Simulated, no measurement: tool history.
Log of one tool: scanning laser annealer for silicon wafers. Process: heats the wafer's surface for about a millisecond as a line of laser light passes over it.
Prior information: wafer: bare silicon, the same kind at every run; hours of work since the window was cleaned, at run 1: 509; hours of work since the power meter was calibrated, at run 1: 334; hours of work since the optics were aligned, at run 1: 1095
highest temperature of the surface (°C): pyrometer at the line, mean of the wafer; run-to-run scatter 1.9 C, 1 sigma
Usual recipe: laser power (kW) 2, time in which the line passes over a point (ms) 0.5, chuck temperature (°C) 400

run   hour  laser power (kW)  time in which the line passes over a point (ms)  chuck temperature (°C)  hours of work since the window was cleaned  hours of work since the power meter was calibrated  hours of work since the optics were aligned  highest temperature of the surface (°C)
  1      0                 2                                              0.5                     400                                         509                                                 334                                         1095                                     1130
  2   21.6                 2                                              0.5                     400                                         518                                                 343                                         1104                                     1130
  3   37.8                 2                                              0.5                     400                                         525                                                 350                                         1111                                     1131
  4   55.1                 2                                              0.5                     400                                         533                                                 357                                         1119                                     1129
  5   75.2                 2                                              0.5                     400                                         541                                                 366                                         1127                                     1131
  6   96.5                 2                                              0.5                     400                                         551                                                 375                                         1137                                     1130
  7  110.5             1.988                                              0.5                     400                                         557                                                 381                                         1143                                     1120
  8  128.9             1.988                                              0.5                     400                                         565                                                 389                                         1151                                     1125
  9  153.7                 2                                              0.5                     400                                         575                                                 400                                         1161                                     1129
 10  171.3                 2                                              0.5                     400                                         583                                                 408                                         1169                                     1126
 11  191.7                 2                                              0.5                     400                                         592                                                 417                                         1178                                     1127
 12  218.1                 2                                              0.5                     400                                         603                                                 428                                         1189                                     1124
 13  245.4                 2                                              0.5                     400                                         615                                                 440                                         1201                                     1124
 14    268                 2                                              0.5                     400                                         625                                                 450                                         1211                                     1124
 15  282.5              2.07                                              0.5                     400                                         631                                                 456                                         1217                                     1159
 16  296.8             1.848                                              0.5                     400                                         638                                                 462                                         1223                                     1056
 17  321.9             2.073                                              0.5                     400                                         648                                                 473                                         1234                                     1157
 18  348.3             2.073                                              0.5                     400                                         660                                                 485                                         1246                                     1154
 19  362.4             2.073                                              0.5                     400                                         666                                                 491                                         1252                                     1153
 20    377             2.002                                              0.5                     400                                         672                                                 497                                         1258                                     1121
 21  403.4             2.002                                              0.5                     400                                         684                                                 508                                         1270                                     1123
 22  424.3             2.002                                              0.5                     400                                         693                                                 517                                         1279                                     1120
 23  446.9             1.754                                            0.455                     366                                         703                                                 527                                         1288                                      949
 24  460.2             1.754                                            0.455                     366                                         708                                                 533                                         1294                                      945
 25  481.5             1.919                                              0.5                     363                                         718                                                 542                                         1303                                     1047
 26  507.6             2.159                                              0.5                     401                                         729                                                 554                                         1315                                     1192
 27  526.7             1.725                                            0.443                     438                                         737                                                 562                                         1323                                      999
 28  553.3             1.972                                            0.529                     364                                         749                                                 573                                         1335                                     1089
 29  572.9              1.81                                            0.529                     419                                         757                                                 582                                         1343                                     1068
     576.7  -- window over the wafer cleaned
 30  586.8              1.81                                            0.588                     419                                           4                                                 587                                         1348                                     1136
 31    611             1.772                                            0.588                     388                                          15                                                 598                                         1359                                     1085
     624.9  -- optics aligned, line set to its width
 32  643.7             1.831                                            0.451                     388                                          27                                                 610                                            8                                     1048
 33  670.8                 2                                            0.355                     408                                          39                                                 621                                           20                                     1070
 34  694.4                 2                                            0.355                     408                                          49                                                 632                                           30                                     1066
 35  709.8             1.724                                              0.5                     379                                          56                                                 638                                           37                                     1024
 36  733.8             2.115                                              0.5                     419                                          66                                                 649                                           47                                     1254
 37  755.3             2.079                                            0.596                     419                                          75                                                 658                                           57                                     1307
 38  782.9             1.868                                            0.459                     409                                          87                                                 670                                           69                                     1090
 39  803.5             1.868                                            0.459                     409                                          96                                                 679                                           77                                     1090
 40  817.8             1.819                                            0.427                     418                                         102                                                 685                                           84                                     1057

What if the next run were any one of these 5? Each begins from the tool's condition after run 40:
  A  835.2             2.098                                            0.427                     392                                         110                                                 693                                           91                                        ?
  B  835.2             1.819                                            0.427                     425                                         110                                                 693                                           91                                        ?
  C  835.2             2.088                                            0.515                     416                                         110                                                 693                                           91                                        ?
  D  835.2                 2                                            0.568                     400                                         110                                                 693                                           91                                        ?
  E  835.2             1.819                                            0.517                     418                                         110                                                 693                                           91                                        ?

run  highest temperature of the surface (°C)
  A                                     1153
  B                                     1061
  C                                     1244
  D                                     1222
  E                                     1116
Without the tool's hidden state the same runs would have given:
run  highest temperature of the surface (°C)
  A                                     1160
  B                                     1067
  C                                     1252
  D                                     1230
  E                                     1122

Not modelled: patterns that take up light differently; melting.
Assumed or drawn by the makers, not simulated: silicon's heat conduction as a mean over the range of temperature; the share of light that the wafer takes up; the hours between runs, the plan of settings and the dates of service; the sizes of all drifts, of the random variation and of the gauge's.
